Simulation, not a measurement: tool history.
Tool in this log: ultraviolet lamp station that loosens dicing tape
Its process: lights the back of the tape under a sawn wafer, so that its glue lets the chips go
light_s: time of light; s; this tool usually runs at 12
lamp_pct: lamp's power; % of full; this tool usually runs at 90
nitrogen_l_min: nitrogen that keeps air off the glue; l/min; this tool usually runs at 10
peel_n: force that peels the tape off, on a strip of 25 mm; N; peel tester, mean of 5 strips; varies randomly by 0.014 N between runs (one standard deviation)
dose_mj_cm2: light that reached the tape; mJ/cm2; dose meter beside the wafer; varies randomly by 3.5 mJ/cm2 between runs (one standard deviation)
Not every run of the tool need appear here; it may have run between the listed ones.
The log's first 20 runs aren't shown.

run   hour  light_s  lamp_pct  nitrogen_l_min  hours of work of the lamp  hours of work since the window was cleaned  peel_n  dose_mj_cm2
 21  555.0       12        90              20                        388                                         467   0.438          566
 22  591.3       12        90              20                        406                                         484   0.443          566
 23  622.8       12        87              10                        422                                         500   0.722          539
 24  646.7       12        88              10                        434                                         512   0.709          555
 25  666.2        7        75              17                        443                                         521   1.949          273
 26  698.3        7        75              17                        459                                         537   1.888          272
 27  735.5        9        66               4                        477                                         555   2.878          307
 28  751.8        9        82               4                        485                                         563   2.251          386
 29  780.5       15        90              10                        500                                         578   0.421          700
 30  799.3       15        60               5                        509                                         587   1.551          467
 31  834.3        7        60               6                        526                                         604   3.459          217
 32  855.2        7        64              10                        536                                         614   2.794          231

Each row is a separate what-if for the run after 32, all from the same tool condition, not one after another. Results?
  A  871.8       12        90               4                        544                                         623       ?            ?
  B  871.8        7        64               6                        544                                         623       ?            ?
  C  871.8       12        65              10                        544                                         623       ?            ?
  D  871.8       16        92              10                        544                                         623       ?            ?

run  peel_n  dose_mj_cm2
  A   1.323          562
  B   3.429          232
  C   1.276          405
  D   0.339          764
Stripped of hidden state, with their random variation kept, the same runs would have yielded:
run  peel_n  dose_mj_cm2
  A   1.318          563
  B   3.422          232
  C   1.271          406
  D   0.337          766
